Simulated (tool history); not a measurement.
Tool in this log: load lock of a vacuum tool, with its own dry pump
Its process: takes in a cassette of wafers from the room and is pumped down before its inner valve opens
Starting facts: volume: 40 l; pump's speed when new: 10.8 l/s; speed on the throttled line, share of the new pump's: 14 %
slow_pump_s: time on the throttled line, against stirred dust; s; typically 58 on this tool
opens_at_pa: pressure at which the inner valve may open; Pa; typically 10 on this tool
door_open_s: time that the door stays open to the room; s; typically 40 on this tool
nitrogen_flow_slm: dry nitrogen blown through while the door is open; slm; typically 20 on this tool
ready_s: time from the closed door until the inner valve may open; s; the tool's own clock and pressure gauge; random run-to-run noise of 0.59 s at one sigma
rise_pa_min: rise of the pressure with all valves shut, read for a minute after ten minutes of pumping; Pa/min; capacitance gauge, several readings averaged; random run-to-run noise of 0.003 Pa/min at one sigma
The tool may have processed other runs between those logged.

| run | hour | slow_pump_s | opens_at_pa | door_open_s | nitrogen_flow_slm | incoming humidity of the room's air, % | ready_s | rise_pa_min |
|---|---|---|---|---|---|---|---|---|
| 1 | 0.0 | 58 | 10 | 40 | 20 | 42.0 | 84.5 | 0.159 |
| 2 | 445.7 | 58 | 10 | 40 | 20 | 46.6 | 85.0 | 0.177 |
| 3 | 830.3 | 58 | 10 | 40 | 20 | 46.8 | 84.7 | 0.191 |
| 4 | 1453.8 | 57 | 10 | 40 | 20 | 46.6 | 85.4 | 0.217 |
| 5 | 1869.3 | 57 | 10 | 40 | 20 | 47.4 | 84.1 | 0.231 |
| 6 | 2306.2 | 57 | 10 | 146 | 20 | 45.1 | 84.3 | 0.278 |
| 7 | 2877.2 | 57 | 10 | 146 | 20 | 45.3 | 84.5 | 0.302 |
| 8 | 3482.9 | 58 | 10 | 93 | 20 | 41.7 | 85.1 | 0.310 |
| 9 | 3822.8 | 58 | 10 | 93 | 20 | 44.6 | 85.8 | 0.335 |
| 10 | 4444.0 | 58 | 10 | 40 | 20 | 47.0 | 87.0 | 0.351 |
| 11 | 4996.0 | 58 | 10 | 40 | 20 | 42.5 | 87.4 | 0.380 |
| 12 | 5533.8 | 58 | 10 | 40 | 20 | 43.9 | 85.9 | 0.402 |
| 13 | 5883.7 | 58 | 10 | 40 | 20 | 42.4 | 85.9 | 0.422 |
| 14 | 6239.2 | 58 | 10 | 40 | 20 | 44.6 | 88.0 | 0.437 |
| 15 | 6530.4 | 58 | 10 | 40 | 20 | 47.9 | 88.1 | 0.475 |
| 16 | 7080.5 | 58 | 10 | 40 | 20 | 44.2 | 86.8 | 0.496 |
| 17 | 7357.6 | 58 | 10 | 40 | 20 | 46.9 | 87.0 | 0.506 |
| 18 | 7934.2 | 58 | 10 | 30 | 20 | 45.7 | 87.1 | 0.554 |
|  | 8027.1 | door's seal changed, seat wiped |
| 19 | 8599.4 | 58 | 10 | 212 | 20 | 44.3 | 88.8 | 0.081 |
| 20 | 9002.3 | 58 | 10 | 212 | 20 | 44.6 | 88.4 | 0.094 |
| 21 | 9385.6 | 64 | 10 | 40 | 20 | 44.1 | 92.8 | 0.060 |
| 22 | 9951.7 | 79 | 10 | 171 | 11 | 44.8 | 105.3 | 0.116 |
| 23 | 10322.8 | 84 | 10 | 200 | 20 | 46.5 | 110.1 | 0.112 |
| 24 | 10645.7 | 100 | 13 | 111 | 5 | 43.8 | 122.8 | 0.134 |
| 25 | 11281.8 | 58 | 10 | 40 | 14 | 46.3 | 89.1 | 0.113 |
| 26 | 11613.4 | 58 | 10 | 40 | 14 | 44.8 | 89.7 | 0.116 |
| 27 | 12103.3 | 29 | 10 | 38 | 14 | 44.2 | 65.2 | 0.125 |
| 28 | 12634.6 | 85 | 16 | 38 | 14 | 44.0 | 110.6 | 0.141 |
| 29 | 13233.4 | 33 | 17 | 56 | 24 | 48.0 | 66.9 | 0.160 |
| 30 | 13778.4 | 80 | 10 | 37 | 34 | 43.6 | 109.0 | 0.173 |
|  | 14001.6 | dry pump taken out, an overhauled one fitted |
| 31 | 14415.4 | 77 | 9 | 33 | 20 | 42.8 | 101.3 | 0.207 |
| 32 | 14745.8 | 58 | 8 | 42 | 5 | 40.6 | 85.0 | 0.234 |
| 33 | 15199.1 | 85 | 10 | 238 | 23 | 47.5 | 108.6 | 0.282 |
| 34 | 15832.4 | 46 | 18 | 40 | 20 | 47.9 | 71.1 | 0.274 |
| 35 | 16441.7 | 46 | 18 | 40 | 20 | 45.8 | 72.6 | 0.306 |
| 36 | 16848.2 | 32 | 17 | 229 | 8 | 43.9 | 61.3 | 0.407 |
| 37 | 17237.8 | 68 | 11 | 39 | 5 | 47.5 | 93.2 | 0.366 |

Difference, measured minus no-hidden-state, one row per run. Run-to-run variation is common to both terms; the gauge's own scatter need not be:
Unlogged tool condition in this case: pump's speed, % of a new pump's; leak at the door's seal, Pa l/s; drift of the gauge itself on ready_s, %; drift of the gauge itself on rise_pa_min, %.
| run | ready_s | rise_pa_min |
|---|---|---|
| 1 | +0.2 | +0.131 |
| 2 | +0.4 | +0.145 |
| 3 | +0.5 | +0.160 |
| 4 | +0.7 | +0.186 |
| 5 | +0.7 | +0.204 |
| 6 | +1.0 | +0.221 |
| 7 | +1.1 | +0.247 |
| 8 | +1.4 | +0.271 |
| 9 | +1.5 | +0.290 |
| 10 | +1.7 | +0.327 |
| 11 | +1.9 | +0.353 |
| 12 | +2.1 | +0.374 |
| 13 | +2.3 | +0.395 |
| 14 | +2.4 | +0.412 |
| 15 | +2.6 | +0.440 |
| 16 | +2.7 | +0.469 |
| 17 | +2.8 | +0.483 |
| 18 | +3.1 | +0.532 |
| 19 | +3.4 | +0.010 |
| 20 | +3.5 | +0.017 |
| 21 | +3.5 | +0.025 |
| 22 | +3.5 | +0.036 |
| 23 | +3.6 | +0.043 |
| 24 | +3.1 | +0.052 |
| 25 | +4.5 | +0.069 |
| 26 | +4.8 | +0.078 |
| 27 | +5.7 | +0.093 |
| 28 | +4.1 | +0.112 |
| 29 | +5.7 | +0.130 |
| 30 | +5.2 | +0.150 |
| 31 | -0.2 | +0.179 |
| 32 | -0.1 | +0.188 |
| 33 | +0.1 | +0.211 |
| 34 | +0.3 | +0.239 |
| 35 | +0.5 | +0.274 |
| 36 | +0.7 | +0.301 |
| 37 | +0.8 | +0.315 |
